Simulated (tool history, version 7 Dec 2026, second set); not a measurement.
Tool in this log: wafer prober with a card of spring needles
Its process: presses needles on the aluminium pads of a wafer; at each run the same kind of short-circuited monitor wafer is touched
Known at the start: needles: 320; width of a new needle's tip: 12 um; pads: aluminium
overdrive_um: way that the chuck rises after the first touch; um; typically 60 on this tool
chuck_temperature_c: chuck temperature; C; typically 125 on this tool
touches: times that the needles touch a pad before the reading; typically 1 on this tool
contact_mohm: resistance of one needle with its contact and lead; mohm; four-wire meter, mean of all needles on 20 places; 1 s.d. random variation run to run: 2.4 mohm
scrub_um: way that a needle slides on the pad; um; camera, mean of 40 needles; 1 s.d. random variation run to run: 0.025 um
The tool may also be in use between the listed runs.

run,day,overdrive_um,chuck_temperature_c,touches,contact_mohm,scrub_um
1,0.000,60,125,1,581,15.35
# day 0.354: tips cleaned on abrasive film
# day 1.221: tips cleaned on abrasive film
2,1.908,60,125,1,595,15.30
# day 2.083: tips cleaned on abrasive film
# day 2.929: tips cleaned on abrasive film
# day 3.800: tips cleaned on abrasive film
# day 4.508: tips cleaned on abrasive film
3,4.638,60,109,1,470,15.24
# day 5.333: tips cleaned on abrasive film
# day 6.162: tips cleaned on abrasive film
# day 6.996: tips cleaned on abrasive film
# day 7.517: height of the first contact set anew
# day 7.871: tips cleaned on abrasive film
4,7.962,60,109,1,469,15.06
# day 8.633: tips cleaned on abrasive film
# day 9.517: tips cleaned on abrasive film
5,9.696,60,109,1,539,15.03
# day 10.392: tips cleaned on abrasive film
# day 11.100: tips cleaned on abrasive film
# day 11.942: tips cleaned on abrasive film
# day 12.650: tips cleaned on abrasive film
6,12.979,60,125,1,596,14.99
# day 13.475: tips cleaned on abrasive film
# day 14.183: tips cleaned on abrasive film
# day 14.883: height of the first contact set anew, once more
# day 15.062: tips cleaned on abrasive film
# day 15.771: tips cleaned on abrasive film
7,16.108,60,125,1,560,15.48
# day 16.638: tips cleaned on abrasive film
# day 17.508: tips cleaned on abrasive film
# day 18.217: tips cleaned on abrasive film
8,18.779,71,125,1,509,18.28
# day 18.958: tips cleaned on abrasive film
# day 19.804: tips cleaned on abrasive film
# day 20.679: tips cleaned on abrasive film
9,20.875,71,59,1,471,18.24
# day 21.542: tips cleaned on abrasive film
# day 22.417: tips cleaned on abrasive film
# day 23.125: tips cleaned on abrasive film
10,23.683,71,59,1,527,18.18
# day 23.862: tips cleaned on abrasive film
# day 24.712: tips cleaned on abrasive film
# day 25.567: tips cleaned on abrasive film
# day 26.421: tips cleaned on abrasive film
11,26.471,60,36,1,402,15.26
# day 27.179: tips cleaned on abrasive film
# day 28.025: tips cleaned on abrasive film
# day 28.729: tips cleaned on abrasive film
# day 29.438: tips cleaned on abrasive film
12,29.717,60,36,1,614,15.23
# day 29.904: height of the first contact set anew
# day 30.262: tips cleaned on abrasive film
# day 31.142: tips cleaned on abrasive film
# day 31.850: tips cleaned on abrasive film
13,32.400,60,36,1,635,15.45
# day 32.725: tips cleaned on abrasive film
# day 33.554: tips cleaned on abrasive film
# day 34.408: tips cleaned on abrasive film
14,34.958,60,36,1,638,15.41
# day 35.138: tips cleaned on abrasive film
# day 35.958: tips cleaned on abrasive film
# day 36.779: tips cleaned on abrasive film
15,37.033,60,36,1,584,15.34
# day 37.567: tips cleaned on abrasive film
# day 38.392: tips cleaned on abrasive film
# day 39.233: tips cleaned on abrasive film
16,39.579,43,125,3,501,10.89
# day 40.112: tips cleaned on abrasive film
# day 40.979: tips cleaned on abrasive film
# day 41.821: tips cleaned on abrasive film
17,42.433,60,125,2,493,15.30
# day 42.588: tips cleaned on abrasive film
# day 43.429: tips cleaned on abrasive film
# day 44.133: tips cleaned on abrasive film
# day 44.996: tips cleaned on abrasive film
# day 45.008: height of the first contact set anew
18,45.425,60,125,2,482,15.55
# day 45.754: tips cleaned on abrasive film
# day 46.612: tips cleaned on abrasive film
# day 47.438: tips cleaned on abrasive film
# day 48.146: tips cleaned on abrasive film
19,48.283,60,125,2,448,15.45
# day 48.988: tips cleaned on abrasive film
# day 49.696: tips cleaned on abrasive film
# day 50.404: tips cleaned on abrasive film
# day 51.112: tips cleaned on abrasive film
20,51.275,75,125,2,390,19.27
# day 51.904: tips cleaned on abrasive film
# day 52.733: tips cleaned on abrasive film
# day 53.583: tips cleaned on abrasive film
21,54.288,46,75,1,926,11.73
# day 54.467: tips cleaned on abrasive film
# day 55.275: tips cleaned on abrasive film
# day 56.154: tips cleaned on abrasive film
# day 56.942: tips cleaned on abrasive film
22,56.971,69,37,1,335,17.57
# day 57.654: tips cleaned on abrasive film
# day 58.475: tips cleaned on abrasive film
23,58.579,69,37,1,460,17.60
# day 59.262: tips cleaned on abrasive film
# day 60.125: tips cleaned on abrasive film
# day 60.138: height of the first contact set anew
# day 61.021: tips cleaned on abrasive film
# day 61.838: tips cleaned on abrasive film
24,61.842,59,34,1,300,15.20
# day 62.550: tips cleaned on abrasive film
# day 63.429: tips cleaned on abrasive film
# day 64.312: tips cleaned on abrasive film
25,64.762,59,34,1,693,15.18
# day 65.112: tips cleaned on abrasive film
# day 65.912: tips cleaned on abrasive film
# day 66.621: tips cleaned on abrasive film
# day 67.467: tips cleaned on abrasive film
26,67.862,42,34,1,1037,10.74

For each run, the measured value with the value that run would have given without the tool's hidden condition subtracted. The run-to-run variation is shared by both, the gauge scatter possibly not:
The tool's hidden condition here consists of: debris on the tips, nm; way that the needles fall short of the set height, um; tips' diameter, um; drift of the gauge itself on contact_mohm, %; drift of the gauge itself on scrub_um, %.
run,contact_mohm,scrub_um
1,+305,-0.16
2,+316,-0.20
3,+201,-0.28
4,+198,-0.45
5,+265,-0.48
6,+318,-0.55
7,+283,-0.04
8,+234,-0.09
9,+211,-0.13
10,+273,-0.18
11,+151,-0.26
12,+361,-0.32
13,+383,-0.05
14,+386,-0.11
15,+332,-0.16
16,+223,-0.22
17,+217,-0.27
18,+204,+0.00
19,+172,-0.07
20,+114,-0.16
21,+660,-0.20
22,+83,-0.28
23,+207,-0.30
24,+48,-0.04
25,+440,-0.08
26,+783,-0.15
